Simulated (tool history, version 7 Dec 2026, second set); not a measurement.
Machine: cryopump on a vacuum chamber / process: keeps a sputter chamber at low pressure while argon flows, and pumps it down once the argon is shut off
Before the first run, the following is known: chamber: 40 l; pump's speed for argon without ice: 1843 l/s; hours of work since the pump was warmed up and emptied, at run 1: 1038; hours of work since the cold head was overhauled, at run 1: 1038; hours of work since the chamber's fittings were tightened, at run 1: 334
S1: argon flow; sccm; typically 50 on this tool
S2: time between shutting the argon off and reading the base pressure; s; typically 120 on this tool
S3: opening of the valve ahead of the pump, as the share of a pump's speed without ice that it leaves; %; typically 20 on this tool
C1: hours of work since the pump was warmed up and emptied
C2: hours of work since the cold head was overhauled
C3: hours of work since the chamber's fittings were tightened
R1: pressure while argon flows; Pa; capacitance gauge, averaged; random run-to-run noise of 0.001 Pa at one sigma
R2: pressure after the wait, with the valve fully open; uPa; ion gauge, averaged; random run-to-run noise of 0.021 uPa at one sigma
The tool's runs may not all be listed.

{"run": 1, "hour": 0.0, "S1": 50, "S2": 120, "S3": 20, "C1": 1038, "C2": 1038, "C3": 334, "R1": 0.2451, "R2": 0.82}
{"run": 2, "hour": 51.5, "S1": 88, "S2": 120, "S3": 20, "C1": 1061, "C2": 1061, "C3": 356, "R1": 0.4305, "R2": 0.84}
{"run": 3, "hour": 80.6, "S1": 88, "S2": 120, "S3": 20, "C1": 1073, "C2": 1073, "C3": 369, "R1": 0.4354, "R2": 0.88}
{"run": 4, "hour": 130.7, "S1": 88, "S2": 120, "S3": 20, "C1": 1095, "C2": 1095, "C3": 391, "R1": 0.4364, "R2": 0.93}
{"run": 5, "hour": 183.0, "S1": 88, "S2": 120, "S3": 20, "C1": 1118, "C2": 1118, "C3": 413, "R1": 0.4375, "R2": 0.86}
{"run": 6, "hour": 233.6, "S1": 50, "S2": 120, "S3": 20, "C1": 1140, "C2": 1140, "C3": 435, "R1": 0.2494, "R2": 0.92}
{"hour": 266.5, "done": "pump warmed up, emptied and cooled again"}
{"run": 7, "hour": 295.1, "S1": 50, "S2": 120, "S3": 20, "C1": 12, "C2": 1165, "C3": 460, "R1": 0.2299, "R2": 0.78}
{"run": 8, "hour": 337.8, "S1": 50, "S2": 120, "S3": 20, "C1": 31, "C2": 1184, "C3": 479, "R1": 0.2291, "R2": 0.77}
{"run": 9, "hour": 398.6, "S1": 30, "S2": 120, "S3": 20, "C1": 58, "C2": 1210, "C3": 505, "R1": 0.1391, "R2": 0.82}
{"run": 10, "hour": 432.0, "S1": 30, "S2": 120, "S3": 20, "C1": 72, "C2": 1225, "C3": 520, "R1": 0.1397, "R2": 0.83}
{"run": 11, "hour": 477.8, "S1": 50, "S2": 120, "S3": 20, "C1": 92, "C2": 1245, "C3": 540, "R1": 0.2323, "R2": 0.81}
{"run": 12, "hour": 518.1, "S1": 50, "S2": 120, "S3": 20, "C1": 110, "C2": 1262, "C3": 557, "R1": 0.2312, "R2": 0.82}
{"run": 13, "hour": 564.1, "S1": 50, "S2": 120, "S3": 20, "C1": 130, "C2": 1282, "C3": 578, "R1": 0.2319, "R2": 0.91}
{"run": 14, "hour": 617.7, "S1": 50, "S2": 120, "S3": 20, "C1": 153, "C2": 1306, "C3": 601, "R1": 0.231, "R2": 0.89}
{"run": 15, "hour": 664.2, "S1": 50, "S2": 120, "S3": 20, "C1": 174, "C2": 1326, "C3": 621, "R1": 0.2334, "R2": 0.91}
{"run": 16, "hour": 692.8, "S1": 50, "S2": 120, "S3": 20, "C1": 186, "C2": 1338, "C3": 634, "R1": 0.2329, "R2": 0.9}
{"run": 17, "hour": 731.9, "S1": 50, "S2": 120, "S3": 20, "C1": 203, "C2": 1356, "C3": 651, "R1": 0.2336, "R2": 0.9}
{"run": 18, "hour": 770.9, "S1": 50, "S2": 120, "S3": 20, "C1": 220, "C2": 1373, "C3": 668, "R1": 0.2337, "R2": 0.94}
{"run": 19, "hour": 808.6, "S1": 50, "S2": 120, "S3": 46, "C1": 237, "C2": 1389, "C3": 684, "R1": 0.1041, "R2": 0.92}
{"run": 20, "hour": 863.4, "S1": 50, "S2": 120, "S3": 32, "C1": 260, "C2": 1413, "C3": 708, "R1": 0.1474, "R2": 0.93}
{"run": 21, "hour": 901.2, "S1": 22, "S2": 120, "S3": 17, "C1": 277, "C2": 1429, "C3": 725, "R1": 0.1203, "R2": 0.99}
{"run": 22, "hour": 951.1, "S1": 27, "S2": 202, "S3": 16, "C1": 299, "C2": 1451, "C3": 746, "R1": 0.158, "R2": 0.89}
{"run": 23, "hour": 1000.6, "S1": 27, "S2": 202, "S3": 16, "C1": 320, "C2": 1473, "C3": 768, "R1": 0.1577, "R2": 0.87}
{"run": 24, "hour": 1032.4, "S1": 27, "S2": 202, "S3": 42, "C1": 334, "C2": 1487, "C3": 782, "R1": 0.0619, "R2": 0.89}
{"run": 25, "hour": 1071.4, "S1": 50, "S2": 34, "S3": 37, "C1": 351, "C2": 1504, "C3": 799, "R1": 0.1299, "R2": 1.8}
{"run": 26, "hour": 1127.4, "S1": 50, "S2": 34, "S3": 37, "C1": 376, "C2": 1528, "C3": 823, "R1": 0.1306, "R2": 1.82}
{"run": 27, "hour": 1174.9, "S1": 44, "S2": 34, "S3": 48, "C1": 396, "C2": 1549, "C3": 844, "R1": 0.0891, "R2": 1.91}
{"run": 28, "hour": 1229.1, "S1": 44, "S2": 34, "S3": 48, "C1": 420, "C2": 1573, "C3": 868, "R1": 0.0902, "R2": 1.88}
{"run": 29, "hour": 1271.3, "S1": 44, "S2": 34, "S3": 48, "C1": 438, "C2": 1591, "C3": 886, "R1": 0.0888, "R2": 1.87}
{"run": 30, "hour": 1312.3, "S1": 86, "S2": 100, "S3": 20, "C1": 456, "C2": 1609, "C3": 904, "R1": 0.4079, "R2": 1.18}
{"run": 31, "hour": 1360.2, "S1": 47, "S2": 40, "S3": 28, "C1": 477, "C2": 1630, "C3": 925, "R1": 0.1608, "R2": 1.77}
{"run": 32, "hour": 1408.5, "S1": 20, "S2": 82, "S3": 27, "C1": 498, "C2": 1651, "C3": 946, "R1": 0.0715, "R2": 1.32}
{"run": 33, "hour": 1449.9, "S1": 20, "S2": 82, "S3": 27, "C1": 516, "C2": 1669, "C3": 964, "R1": 0.0716, "R2": 1.35}
{"run": 34, "hour": 1507.6, "S1": 34, "S2": 26, "S3": 32, "C1": 542, "C2": 1694, "C3": 989, "R1": 0.1037, "R2": 2.33}

Some steps in R1 between neighbouring runs. How much of each would the tool show without its hidden state too (settings, what came in, random variation), and how much is left for the hidden state, with any gauge scatter that isn't in both results?
Hidden state present: pump's speed, % of a pump's without ice; cold plate's temperature, K; leak into the chamber, uPa l/s; drift of the gauge itself on working_pa, %; drift of the gauge itself on base_upa, %.
Run 1 -> 2: S1 50 -> 88. R1 +0.1854 Pa: hidden state +0.0136, all else +0.1718.
Run 5 -> 6: S1 88 -> 50. R1 -0.1881 Pa: hidden state -0.0139, all else -0.1742.
Run 6 -> 7: pump warmed up, emptied and cooled again. R1 -0.0195 Pa: hidden state -0.0182, all else -0.0013.
Run 29 -> 30: S1 44 -> 86, S2 34 -> 100, S3 48 -> 20. R1 +0.3191 Pa: hidden state +0.0063, all else +0.3128.
Run 30 -> 31: S1 86 -> 47, S2 100 -> 40, S3 20 -> 28. R1 -0.2471 Pa: hidden state -0.0053, all else -0.2418.
